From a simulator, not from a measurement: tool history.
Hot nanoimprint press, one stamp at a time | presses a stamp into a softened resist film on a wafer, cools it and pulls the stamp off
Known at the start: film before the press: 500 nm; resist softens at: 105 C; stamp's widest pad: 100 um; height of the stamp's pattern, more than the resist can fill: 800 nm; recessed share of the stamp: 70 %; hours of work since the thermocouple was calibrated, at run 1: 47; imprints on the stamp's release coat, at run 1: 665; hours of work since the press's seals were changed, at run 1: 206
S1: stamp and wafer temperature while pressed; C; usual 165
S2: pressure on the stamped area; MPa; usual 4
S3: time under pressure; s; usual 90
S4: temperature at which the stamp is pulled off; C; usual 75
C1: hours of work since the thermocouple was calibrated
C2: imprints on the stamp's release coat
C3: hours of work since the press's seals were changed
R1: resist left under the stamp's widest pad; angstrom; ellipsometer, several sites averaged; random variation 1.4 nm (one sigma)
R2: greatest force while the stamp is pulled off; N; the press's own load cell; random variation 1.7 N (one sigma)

| run | hour | S1 | S2 | S3 | S4 | C1 | C2 | C3 | R1 | R2 |
|---|---|---|---|---|---|---|---|---|---|---|
| 1 | 0 | 165 | 4 | 90 | 75 | 47 | 665 | 206 | 2236 | 135 |
| 2 | 4.9 | 165 | 4 | 90 | 75 | 49 | 679 | 209 | 2228 | 138 |
| 3 | 14 | 165 | 4 | 90 | 75 | 54 | 706 | 213 | 2221 | 138 |
| 4 | 19.4 | 165 | 4 | 90 | 75 | 57 | 722 | 216 | 2237 | 137 |
| 5 | 26.8 | 165 | 4 | 90 | 75 | 61 | 744 | 220 | 2233 | 140 |
| 6 | 37 | 165 | 4 | 90 | 75 | 66 | 774 | 226 | 2251 | 140 |
| 7 | 45.1 | 165 | 4 | 90 | 75 | 71 | 799 | 230 | 2228 | 140 |
| 8 | 50.7 | 165 | 4 | 122 | 75 | 74 | 815 | 233 | 2002 | 139 |
| 9 | 61.7 | 165 | 4 | 122 | 75 | 80 | 848 | 239 | 1993 | 143 |
| 10 | 70.9 | 165 | 4 | 122 | 75 | 85 | 875 | 244 | 2015 | 141 |
| 11 | 81.7 | 165 | 4 | 122 | 75 | 90 | 907 | 250 | 2025 | 144 |
| 12 | 87.3 | 165 | 3.77 | 90 | 75 | 93 | 924 | 253 | 2325 | 143 |
| 13 | 97.4 | 165 | 4 | 99 | 75 | 99 | 954 | 258 | 2177 | 138 |
| 14 | 106.6 | 165 | 6.14 | 90 | 70 | 104 | 981 | 263 | 1836 | 156 |
| 15 | 115.8 | 165 | 4 | 59 | 75 | 109 | 1008 | 268 | 2626 | 143 |
| 16 | 124.8 | 165 | 4.82 | 68 | 63 | 113 | 1035 | 273 | 2310 | 177 |
| 17 | 132.4 | 165 | 4.82 | 68 | 63 | 117 | 1058 | 277 | 2311 | 181 |
| 18 | 141.4 | 165 | 4 | 90 | 80 | 122 | 1084 | 281 | 2240 | 129 |
| 19 | 146.3 | 165 | 4 | 90 | 80 | 125 | 1099 | 284 | 2269 | 131 |
| 20 | 157.1 | 165 | 4 | 90 | 82 | 131 | 1131 | 290 | 2292 | 123 |
| 21 | 162.4 | 165 | 4.86 | 90 | 76 | 133 | 1147 | 293 | 2080 | 145 |
| 22 | 171.7 | 165 | 4 | 106 | 80 | 138 | 1174 | 298 | 2107 | 131 |
| 23 | 176.9 | 165 | 4 | 106 | 80 | 141 | 1190 | 300 | 2133 | 135 |
|  | 189.4 | stamp cleaned and given a new release coat |
| 24 | 192.3 | 164 | 5 | 90 | 82 | 146 | 9 | 305 | 2154 | 111 |
| 25 | 196.8 | 176 | 5.83 | 76 | 75 | 149 | 22 | 308 | 1216 | 129 |
| 26 | 202.3 | 176 | 5.83 | 76 | 75 | 152 | 38 | 311 | 1230 | 133 |

Forecast each of these 3 alternatives for the next run:
| A | 212.9 | 165 | 2.9 | 90 | 74 | 157 | 70 | 317 | ? | ? |
| B | 212.9 | 176 | 5.42 | 106 | 78 | 157 | 70 | 317 | ? | ? |
| C | 212.9 | 165 | 4 | 152 | 63 | 157 | 70 | 317 | ? | ? |

| run | R1 | R2 |
|---|---|---|
| A | 2612 | 130 |
| B | 1086 | 123 |
| C | 1854 | 159 |
Without the tool's hidden state the same runs would have given:
| run | R1 | R2 |
|---|---|---|
| A | 2552 | 128 |
| B | 1051 | 122 |
| C | 1799 | 157 |

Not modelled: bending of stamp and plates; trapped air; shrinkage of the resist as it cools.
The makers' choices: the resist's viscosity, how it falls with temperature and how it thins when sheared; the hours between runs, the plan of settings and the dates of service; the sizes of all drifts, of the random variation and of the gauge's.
